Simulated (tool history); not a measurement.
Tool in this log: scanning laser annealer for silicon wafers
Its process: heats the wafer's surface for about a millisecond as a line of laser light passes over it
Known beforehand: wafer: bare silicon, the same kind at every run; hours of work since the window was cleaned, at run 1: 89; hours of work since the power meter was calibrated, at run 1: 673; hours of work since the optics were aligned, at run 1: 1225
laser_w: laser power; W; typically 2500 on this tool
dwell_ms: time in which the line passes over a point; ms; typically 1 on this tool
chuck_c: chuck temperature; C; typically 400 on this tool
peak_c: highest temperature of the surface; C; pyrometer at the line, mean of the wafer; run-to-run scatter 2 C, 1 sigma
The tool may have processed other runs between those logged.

run	hour	laser_w	dwell_ms	chuck_c	hours of work since the window was cleaned	hours of work since the power meter was calibrated	hours of work since the optics were aligned	peak_c
1	0	2500	1	400	89	673	1225	1219
2	54.1	2500	1	400	123	706	1258	1213
3	86.8	2500	1	400	143	727	1279	1212
4	114.3	2500	1	405	160	744	1296	1213
5	152.9	2504	1	400	184	768	1320	1206
6	196.5	2504	1	400	212	795	1347	1204
7	251.1	2500	1	432	246	829	1381	1230
8	292.4	2500	1	400	271	855	1407	1192
9	332.5	2500	1	400	296	880	1432	1192
# hour 357.9: window over the wafer cleaned
10	386.5	2500	1	435	18	913	1465	1261
11	433.1	2500	1	435	47	942	1494	1257
# hour 449.8: optics aligned, line set to its width
12	466	2629	1	435	64	959	10	1326
13	495.6	2629	1	435	83	978	29	1321
14	518.8	2500	1	400	97	992	43	1230
15	548	2500	1	400	116	1011	61	1229
16	587.8	2500	1	400	140	1035	86	1224
17	630.4	2500	1	400	167	1062	113	1219
18	658.2	2433	0.92	400	184	1079	130	1162
19	694.8	2500	1.19	392	207	1102	153	1273
20	747.4	2500	1.19	392	240	1135	186	1266
21	782.8	2574	1.05	384	262	1157	208	1241
22	818.1	2574	1.05	384	284	1179	230	1232
23	857.1	2536	0.81	422	309	1204	254	1167
# hour 866: window over the wafer cleaned
24	893.5	2203	1	415	17	1225	276	1124
25	944.8	2261	1.1	413	49	1257	308	1176
26	992.1	2261	0.93	424	79	1287	337	1129
27	1045.9	2521	0.93	427	112	1320	371	1229
28	1073.6	2521	0.93	427	130	1337	388	1226
29	1119.5	2589	1	437	158	1366	417	1290
30	1142.1	2589	1	437	172	1380	431	1285
31	1178.8	2704	1	400	195	1403	454	1297
32	1227.4	2500	0.85	366	226	1433	484	1117

Alternative continuations, all from the tool just after run 32; predict every row:
A	1260	2288	1.2	428	246	1454	505	?
B	1260	2585	1	400	246	1454	505	?
C	1260	2135	0.71	384	246	1454	505	?

run	peak_c
A	1203
B	1236
C	949
Without the tool's hidden state the same runs would have given:
run	peak_c
A	1245
B	1282
C	980
